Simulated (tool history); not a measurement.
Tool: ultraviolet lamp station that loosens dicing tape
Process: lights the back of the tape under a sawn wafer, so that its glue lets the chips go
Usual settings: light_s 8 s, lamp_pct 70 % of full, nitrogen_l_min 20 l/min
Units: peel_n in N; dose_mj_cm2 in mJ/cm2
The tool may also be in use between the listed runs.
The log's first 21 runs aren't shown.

run	day	light_s	lamp_pct	nitrogen_l_min	peel_n	dose_mj_cm2
22	30.7	8	70	20	0.439	418
23	32.504	13	74	20	0.2	726
24	33.738	14	96	17	0.179	1014
25	34.579	4	71	7	2.89	215
26	35.858	5	70	20	1.186	263
27	37.371	5	70	20	1.197	260
28	39.067	8	91	20	0.265	548
29	40.808	8	71	23	0.382	425
30	41.721	6	76	11	1.088	339
31	43.158	15	69	23	0.172	775
32	44.1	15	69	23	0.175	770
33	44.95	5	97	10	1.036	361
34	46.529	5	97	10	1.053	365
35	48.2	7	96	23	0.267	508
# day 49.521: window cleaned of glue's vapour
36	49.962	7	96	23	0.282	510
37	51.65	8	62	36	0.395	373
38	52.642	8	76	6	0.982	455
39	54.35	8	94	11	0.388	566
40	55.604	14	67	36	0.178	705
41	56.525	6	67	19	0.972	298
42	57.488	12	99	6	0.252	884
43	58.358	5	75	6	2.297	280

Forecast each of these 3 alternatives for the next run:
A	59.312	5	100	6	?	?
B	59.312	8	76	9	?	?
C	59.312	5	75	6	?	?

run	peel_n	dose_mj_cm2
A	1.448	376
B	0.723	452
C	2.275	280
Without the tool's hidden state the same runs would have given:
run	peel_n	dose_mj_cm2
A	1.446	377
B	0.721	452
C	2.272	280
